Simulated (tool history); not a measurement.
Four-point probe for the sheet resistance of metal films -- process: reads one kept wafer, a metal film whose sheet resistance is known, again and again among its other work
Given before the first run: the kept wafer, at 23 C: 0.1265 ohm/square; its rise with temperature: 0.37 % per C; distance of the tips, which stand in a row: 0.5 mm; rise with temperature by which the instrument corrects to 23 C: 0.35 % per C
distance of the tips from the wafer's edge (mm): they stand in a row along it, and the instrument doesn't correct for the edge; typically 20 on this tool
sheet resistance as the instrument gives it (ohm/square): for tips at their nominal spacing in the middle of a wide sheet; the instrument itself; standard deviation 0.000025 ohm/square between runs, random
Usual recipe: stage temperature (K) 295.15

run	day	stage temperature (K)	distance of the tips from the wafer's edge (mm)	sheet resistance as the instrument gives it (ohm/square)
1	0.000	295.15	20	0.126201
2	0.871	300.15	20	0.126314
3	1.933	300.15	20	0.126345
# day 2.812: stage's thermometer calibrated
4	3.512	297.15	20	0.126069
5	4.675	297.15	20	0.126064
6	5.979	295.15	20	0.125999
7	7.096	295.15	20	0.126003
# day 7.254: stage's thermometer calibrated, once more
8	7.888	295.15	20	0.126534
9	9.554	292.15	20	0.126494
10	10.538	292.15	20	0.126433
11	11.325	292.15	20	0.126498
12	12.142	303.15	3	0.128621
13	12.904	299.15	20	0.126695

Run 14 comes next. What will it give?
14	14.446	299.15	20	?

{"run 14": {"sheet resistance as the instrument gives it (ohm/square)": 0.126727}}
On a tool with no hidden condition, and with the same random variation, this run would have come out at sheet resistance as the instrument gives it (ohm/square) 0.126650.

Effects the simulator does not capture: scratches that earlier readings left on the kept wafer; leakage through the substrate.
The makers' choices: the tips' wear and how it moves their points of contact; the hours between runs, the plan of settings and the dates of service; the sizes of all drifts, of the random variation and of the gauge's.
